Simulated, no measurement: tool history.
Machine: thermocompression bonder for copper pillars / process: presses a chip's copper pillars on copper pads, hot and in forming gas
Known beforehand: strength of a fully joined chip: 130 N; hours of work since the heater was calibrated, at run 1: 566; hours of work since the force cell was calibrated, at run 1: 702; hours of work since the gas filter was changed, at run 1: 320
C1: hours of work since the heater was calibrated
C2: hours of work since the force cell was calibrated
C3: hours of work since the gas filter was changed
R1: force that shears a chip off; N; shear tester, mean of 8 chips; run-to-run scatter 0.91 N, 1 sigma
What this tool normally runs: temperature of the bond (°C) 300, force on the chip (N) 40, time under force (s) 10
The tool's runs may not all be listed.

run 1 hour=0.0 | temperature_of_the_bond_(°C)=300 force_on_the_chip_(N)=40 time_under_force_(s)=10 | C1=566 C2=702 C3=320 | R1=67.5
run 2 hour=40.4 | temperature_of_the_bond_(°C)=300 force_on_the_chip_(N)=40 time_under_force_(s)=10 | C1=589 C2=725 C3=343 | R1=69.6
run 3 hour=64.1 | temperature_of_the_bond_(°C)=300 force_on_the_chip_(N)=32 time_under_force_(s)=10 | C1=603 C2=739 C3=357 | R1=54.8
run 4 hour=102.9 | temperature_of_the_bond_(°C)=300 force_on_the_chip_(N)=32 time_under_force_(s)=10 | C1=625 C2=761 C3=379 | R1=55.0
run 5 hour=155.8 | temperature_of_the_bond_(°C)=300 force_on_the_chip_(N)=32 time_under_force_(s)=10 | C1=655 C2=792 C3=410 | R1=53.2
run 6 hour=203.7 | temperature_of_the_bond_(°C)=300 force_on_the_chip_(N)=32 time_under_force_(s)=10 | C1=683 C2=820 C3=438 | R1=54.1
-- hour=214.5 forming gas filter changed
run 7 hour=240.9 | temperature_of_the_bond_(°C)=300 force_on_the_chip_(N)=32 time_under_force_(s)=10 | C1=704 C2=841 C3=15 | R1=62.0
run 8 hour=286.0 | temperature_of_the_bond_(°C)=300 force_on_the_chip_(N)=32 time_under_force_(s)=10 | C1=730 C2=867 C3=41 | R1=61.1
run 9 hour=332.5 | temperature_of_the_bond_(°C)=300 force_on_the_chip_(N)=32 time_under_force_(s)=10 | C1=757 C2=894 C3=68 | R1=59.5
run 10 hour=362.9 | temperature_of_the_bond_(°C)=300 force_on_the_chip_(N)=40 time_under_force_(s)=29 | C1=775 C2=911 C3=86 | R1=97.0
run 11 hour=402.2 | temperature_of_the_bond_(°C)=314 force_on_the_chip_(N)=40 time_under_force_(s)=29 | C1=797 C2=934 C3=108 | R1=103.8
-- hour=406.2 force cell calibrated
run 12 hour=449.9 | temperature_of_the_bond_(°C)=319 force_on_the_chip_(N)=40 time_under_force_(s)=29 | C1=824 C2=25 C3=135 | R1=107.1

The next listed run, before its measurement:
run 13 hour=476.4 | temperature_of_the_bond_(°C)=324 force_on_the_chip_(N)=26 time_under_force_(s)=20 | C1=839 C2=41 C3=150 | R1=?

For run 13 the tool returned R1 77.9 N.
Were there no unlogged condition in the tool, this run, its random variation unchanged, would have produced R1 83.6 N.
